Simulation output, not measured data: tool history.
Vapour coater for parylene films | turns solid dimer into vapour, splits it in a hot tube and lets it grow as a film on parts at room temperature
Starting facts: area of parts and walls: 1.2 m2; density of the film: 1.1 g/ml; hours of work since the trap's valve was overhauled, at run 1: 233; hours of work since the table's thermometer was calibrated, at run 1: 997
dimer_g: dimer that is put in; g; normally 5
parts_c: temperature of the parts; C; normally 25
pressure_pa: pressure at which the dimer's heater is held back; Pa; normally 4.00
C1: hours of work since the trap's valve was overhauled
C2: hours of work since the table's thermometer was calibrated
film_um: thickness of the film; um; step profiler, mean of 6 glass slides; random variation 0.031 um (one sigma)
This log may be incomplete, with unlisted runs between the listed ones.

{"run": 1, "hour": 0.0, "dimer_g": 5, "parts_c": 25, "pressure_pa": 4.0, "C1": 233, "C2": 997, "film_um": 2.83}
{"run": 2, "hour": 16.8, "dimer_g": 5, "parts_c": 25, "pressure_pa": 4.0, "C1": 246, "C2": 1011, "film_um": 2.79}
{"run": 3, "hour": 33.9, "dimer_g": 5, "parts_c": 25, "pressure_pa": 4.0, "C1": 260, "C2": 1025, "film_um": 2.76}
{"run": 4, "hour": 61.8, "dimer_g": 5, "parts_c": 25, "pressure_pa": 4.0, "C1": 283, "C2": 1047, "film_um": 2.73}
{"run": 5, "hour": 90.8, "dimer_g": 5, "parts_c": 25, "pressure_pa": 4.0, "C1": 306, "C2": 1071, "film_um": 2.78}
{"run": 6, "hour": 113.9, "dimer_g": 5, "parts_c": 25, "pressure_pa": 4.0, "C1": 325, "C2": 1090, "film_um": 2.71}
{"run": 7, "hour": 131.5, "dimer_g": 5, "parts_c": 27, "pressure_pa": 4.0, "C1": 339, "C2": 1104, "film_um": 2.62}
{"hour": 139.9, "done": "trap's valve overhauled"}
{"run": 8, "hour": 165.9, "dimer_g": 5, "parts_c": 27, "pressure_pa": 4.0, "C1": 21, "C2": 1129, "film_um": 2.84}
{"run": 9, "hour": 183.3, "dimer_g": 5, "parts_c": 17, "pressure_pa": 4.0, "C1": 35, "C2": 1143, "film_um": 3.43}
{"run": 10, "hour": 213.1, "dimer_g": 5, "parts_c": 17, "pressure_pa": 4.0, "C1": 59, "C2": 1167, "film_um": 3.36}
{"run": 11, "hour": 238.0, "dimer_g": 5, "parts_c": 25, "pressure_pa": 4.0, "C1": 80, "C2": 1187, "film_um": 2.83}
{"run": 12, "hour": 269.0, "dimer_g": 5, "parts_c": 25, "pressure_pa": 4.0, "C1": 105, "C2": 1212, "film_um": 2.89}
{"run": 13, "hour": 292.7, "dimer_g": 5, "parts_c": 25, "pressure_pa": 4.0, "C1": 124, "C2": 1232, "film_um": 2.86}
{"run": 14, "hour": 314.0, "dimer_g": 5, "parts_c": 25, "pressure_pa": 4.0, "C1": 142, "C2": 1249, "film_um": 2.89}
{"run": 15, "hour": 336.8, "dimer_g": 5, "parts_c": 25, "pressure_pa": 4.0, "C1": 160, "C2": 1267, "film_um": 2.85}
{"run": 16, "hour": 356.9, "dimer_g": 5, "parts_c": 25, "pressure_pa": 4.0, "C1": 176, "C2": 1284, "film_um": 2.89}
{"run": 17, "hour": 374.0, "dimer_g": 5, "parts_c": 25, "pressure_pa": 4.0, "C1": 190, "C2": 1298, "film_um": 2.79}
{"run": 18, "hour": 404.5, "dimer_g": 5, "parts_c": 25, "pressure_pa": 9.18, "C1": 215, "C2": 1323, "film_um": 2.42}
{"run": 19, "hour": 431.2, "dimer_g": 5, "parts_c": 19, "pressure_pa": 4.0, "C1": 237, "C2": 1344, "film_um": 3.05}
{"run": 20, "hour": 454.1, "dimer_g": 5, "parts_c": 19, "pressure_pa": 4.0, "C1": 255, "C2": 1363, "film_um": 3.12}
{"run": 21, "hour": 476.4, "dimer_g": 5, "parts_c": 19, "pressure_pa": 4.0, "C1": 274, "C2": 1381, "film_um": 3.08}
{"run": 22, "hour": 505.3, "dimer_g": 3, "parts_c": 17, "pressure_pa": 2.89, "C1": 297, "C2": 1404, "film_um": 2.02}
{"run": 23, "hour": 519.6, "dimer_g": 3, "parts_c": 17, "pressure_pa": 2.89, "C1": 309, "C2": 1416, "film_um": 1.98}
{"run": 24, "hour": 551.0, "dimer_g": 4, "parts_c": 17, "pressure_pa": 3.44, "C1": 334, "C2": 1442, "film_um": 2.52}
{"hour": 564.0, "done": "trap's valve overhauled"}
{"run": 25, "hour": 576.1, "dimer_g": 9, "parts_c": 25, "pressure_pa": 8.46, "C1": 10, "C2": 1459, "film_um": 4.69}
{"run": 26, "hour": 603.7, "dimer_g": 5, "parts_c": 25, "pressure_pa": 5.59, "C1": 32, "C2": 1481, "film_um": 2.78}
{"run": 27, "hour": 628.6, "dimer_g": 5, "parts_c": 25, "pressure_pa": 5.59, "C1": 53, "C2": 1501, "film_um": 2.76}
{"run": 28, "hour": 656.9, "dimer_g": 5, "parts_c": 25, "pressure_pa": 5.59, "C1": 75, "C2": 1524, "film_um": 2.76}
{"run": 29, "hour": 682.8, "dimer_g": 5, "parts_c": 25, "pressure_pa": 5.83, "C1": 97, "C2": 1545, "film_um": 2.67}
{"run": 30, "hour": 706.7, "dimer_g": 3, "parts_c": 27, "pressure_pa": 4.0, "C1": 116, "C2": 1565, "film_um": 1.64}
{"run": 31, "hour": 736.4, "dimer_g": 6, "parts_c": 19, "pressure_pa": 4.6, "C1": 140, "C2": 1589, "film_um": 3.75}
{"run": 32, "hour": 758.2, "dimer_g": 6, "parts_c": 24, "pressure_pa": 3.8, "C1": 158, "C2": 1607, "film_um": 3.49}
{"run": 33, "hour": 773.4, "dimer_g": 2, "parts_c": 25, "pressure_pa": 8.55, "C1": 170, "C2": 1619, "film_um": 0.94}
{"run": 34, "hour": 797.4, "dimer_g": 2, "parts_c": 25, "pressure_pa": 8.55, "C1": 190, "C2": 1639, "film_um": 0.99}
{"run": 35, "hour": 830.3, "dimer_g": 7, "parts_c": 35, "pressure_pa": 8.55, "C1": 216, "C2": 1665, "film_um": 2.79}
{"run": 36, "hour": 848.1, "dimer_g": 7, "parts_c": 35, "pressure_pa": 8.55, "C1": 231, "C2": 1680, "film_um": 2.77}
{"run": 37, "hour": 878.9, "dimer_g": 8, "parts_c": 17, "pressure_pa": 4.0, "C1": 256, "C2": 1705, "film_um": 5.01}

Alternative continuations, all from the tool just after run 37; predict every row:
{"run": "A", "hour": 912.1, "dimer_g": 8, "parts_c": 17, "pressure_pa": 3.8, "C1": 283, "C2": 1732, "film_um": "?"}
{"run": "B", "hour": 912.1, "dimer_g": 8, "parts_c": 21, "pressure_pa": 2.69, "C1": 283, "C2": 1732, "film_um": "?"}
{"run": "C", "hour": 912.1, "dimer_g": 7, "parts_c": 25, "pressure_pa": 4.0, "C1": 283, "C2": 1732, "film_um": "?"}

run=A film_um=5.01
run=B film_um=5.01
run=C film_um=3.72
With the hidden condition removed and each run's random variation left untouched, the same runs would have given:
run=A film_um=5.62
run=B film_um=5.63
run=C film_um=4.18
